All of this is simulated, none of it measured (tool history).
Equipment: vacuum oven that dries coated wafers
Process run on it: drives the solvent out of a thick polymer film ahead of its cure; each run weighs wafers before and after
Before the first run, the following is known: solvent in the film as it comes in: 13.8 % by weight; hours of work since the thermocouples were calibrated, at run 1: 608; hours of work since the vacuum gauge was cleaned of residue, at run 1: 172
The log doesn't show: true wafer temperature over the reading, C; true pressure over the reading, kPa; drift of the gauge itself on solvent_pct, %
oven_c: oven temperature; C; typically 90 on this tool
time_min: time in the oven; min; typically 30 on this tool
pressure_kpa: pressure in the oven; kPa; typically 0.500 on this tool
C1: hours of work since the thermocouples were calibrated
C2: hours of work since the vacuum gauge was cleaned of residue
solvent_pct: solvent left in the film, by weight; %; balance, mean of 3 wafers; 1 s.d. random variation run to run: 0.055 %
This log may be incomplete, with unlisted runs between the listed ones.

run 1 day=0.000 | oven_c=90 time_min=30 pressure_kpa=0.500 | C1=608 C2=172 | solvent_pct=2.73
run 2 day=0.550 | oven_c=90 time_min=30 pressure_kpa=0.500 | C1=617 C2=181 | solvent_pct=2.86
run 3 day=1.129 | oven_c=90 time_min=30 pressure_kpa=0.500 | C1=627 C2=190 | solvent_pct=2.82
run 4 day=1.771 | oven_c=90 time_min=30 pressure_kpa=0.500 | C1=637 C2=201 | solvent_pct=2.78
run 5 day=2.383 | oven_c=90 time_min=28 pressure_kpa=0.500 | C1=647 C2=211 | solvent_pct=3.12
run 6 day=2.846 | oven_c=90 time_min=30 pressure_kpa=0.256 | C1=655 C2=219 | solvent_pct=2.62
run 7 day=3.321 | oven_c=90 time_min=30 pressure_kpa=0.500 | C1=663 C2=226 | solvent_pct=2.86
run 8 day=3.642 | oven_c=90 time_min=16 pressure_kpa=0.267 | C1=668 C2=232 | solvent_pct=5.00
run 9 day=4.225 | oven_c=91 time_min=30 pressure_kpa=0.966 | C1=678 C2=241 | solvent_pct=2.93
run 10 day=4.667 | oven_c=91 time_min=30 pressure_kpa=0.966 | C1=685 C2=248 | solvent_pct=2.94
run 11 day=5.246 | oven_c=87 time_min=30 pressure_kpa=0.685 | C1=694 C2=258 | solvent_pct=3.65
run 12 day=5.646 | oven_c=87 time_min=30 pressure_kpa=0.685 | C1=701 C2=265 | solvent_pct=3.80
run 13 day=6.012 | oven_c=87 time_min=30 pressure_kpa=0.685 | C1=707 C2=271 | solvent_pct=3.66

Here are 4 independent what-if runs from the current tool condition. What would each one return?
run A day=6.292 | oven_c=87 time_min=18 pressure_kpa=0.293 | C1=712 C2=275 | solvent_pct=?
run B day=6.292 | oven_c=104 time_min=31 pressure_kpa=0.272 | C1=712 C2=275 | solvent_pct=?
run C day=6.292 | oven_c=76 time_min=30 pressure_kpa=0.500 | C1=712 C2=275 | solvent_pct=?
run D day=6.292 | oven_c=77 time_min=22 pressure_kpa=0.457 | C1=712 C2=275 | solvent_pct=?

run=A solvent_pct=5.49
run=B solvent_pct=0.51
run=C solvent_pct=6.28
run=D solvent_pct=7.22
With the hidden condition removed and each run's random variation left untouched, the same runs would have given:
run=A solvent_pct=4.95
run=B solvent_pct=0.36
run=C solvent_pct=5.72
run=D solvent_pct=6.71

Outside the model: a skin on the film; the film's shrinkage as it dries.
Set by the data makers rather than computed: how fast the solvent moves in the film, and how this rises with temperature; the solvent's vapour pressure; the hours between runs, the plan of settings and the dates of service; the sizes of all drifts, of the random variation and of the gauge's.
